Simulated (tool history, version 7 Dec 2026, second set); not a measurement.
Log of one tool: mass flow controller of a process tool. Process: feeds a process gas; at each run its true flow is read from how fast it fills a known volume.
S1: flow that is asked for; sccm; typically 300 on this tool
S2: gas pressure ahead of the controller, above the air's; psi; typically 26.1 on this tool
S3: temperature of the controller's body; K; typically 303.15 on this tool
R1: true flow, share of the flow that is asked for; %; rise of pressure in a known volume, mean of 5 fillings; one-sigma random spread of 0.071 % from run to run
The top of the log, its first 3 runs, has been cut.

{"run": 4, "hour": 927.9, "S1": 300, "S2": 26.1, "S3": 303.15, "R1": 98.7}
{"run": 5, "hour": 1099.3, "S1": 300, "S2": 26.1, "S3": 303.15, "R1": 98.67}
{"run": 6, "hour": 1353.0, "S1": 300, "S2": 26.1, "S3": 303.15, "R1": 98.36}
{"run": 7, "hour": 1543.2, "S1": 139, "S2": 26.1, "S3": 303.15, "R1": 97.09}
{"run": 8, "hour": 1840.5, "S1": 300, "S2": 26.1, "S3": 305.15, "R1": 98.41}
{"run": 9, "hour": 2210.2, "S1": 101, "S2": 26.1, "S3": 303.15, "R1": 96.02}
{"run": 10, "hour": 2576.6, "S1": 101, "S2": 26.1, "S3": 303.15, "R1": 95.8}
{"run": 11, "hour": 2740.7, "S1": 101, "S2": 26.1, "S3": 303.15, "R1": 95.58}
{"run": 12, "hour": 3003.9, "S1": 101, "S2": 26.1, "S3": 303.15, "R1": 95.26}
{"hour": 3024.1, "done": "controller's zero set anew"}
{"run": 13, "hour": 3166.9, "S1": 101, "S2": 26.1, "S3": 303.15, "R1": 94.7}
{"run": 14, "hour": 3453.6, "S1": 300, "S2": 26.1, "S3": 312.15, "R1": 97.92}
{"hour": 3841.3, "done": "controller's zero set anew, once more"}
{"run": 15, "hour": 3846.7, "S1": 492, "S2": 26.1, "S3": 312.15, "R1": 99.47}
{"run": 16, "hour": 4225.3, "S1": 300, "S2": 26.1, "S3": 303.15, "R1": 97.74}
{"run": 17, "hour": 4385.6, "S1": 300, "S2": 26.1, "S3": 303.15, "R1": 97.66}
{"run": 18, "hour": 4711.7, "S1": 300, "S2": 26.1, "S3": 303.15, "R1": 97.52}
{"run": 19, "hour": 4897.4, "S1": 74, "S2": 26.1, "S3": 303.15, "R1": 95.59}
{"run": 20, "hour": 5138.3, "S1": 300, "S2": 23.4, "S3": 301.15, "R1": 97.01}
{"run": 21, "hour": 5311.2, "S1": 300, "S2": 23.4, "S3": 301.15, "R1": 97.07}
{"run": 22, "hour": 5611.4, "S1": 300, "S2": 23.4, "S3": 301.15, "R1": 96.89}
{"run": 23, "hour": 5960.2, "S1": 300, "S2": 31.8, "S3": 298.15, "R1": 96.31}
{"run": 24, "hour": 6161.8, "S1": 384, "S2": 29.3, "S3": 295.15, "R1": 96.38}
{"run": 25, "hour": 6356.7, "S1": 384, "S2": 29.3, "S3": 295.15, "R1": 96.35}

Estimate the outcome of run 26 from the log above:
{"run": 26, "hour": 6678.1, "S1": 300, "S2": 38, "S3": 307.15, "R1": "?"}

{"run 26": {"R1": 96.54}}
On a tool with no hidden condition, and with the same random variation, this run would have come out at R1 99.82 %.
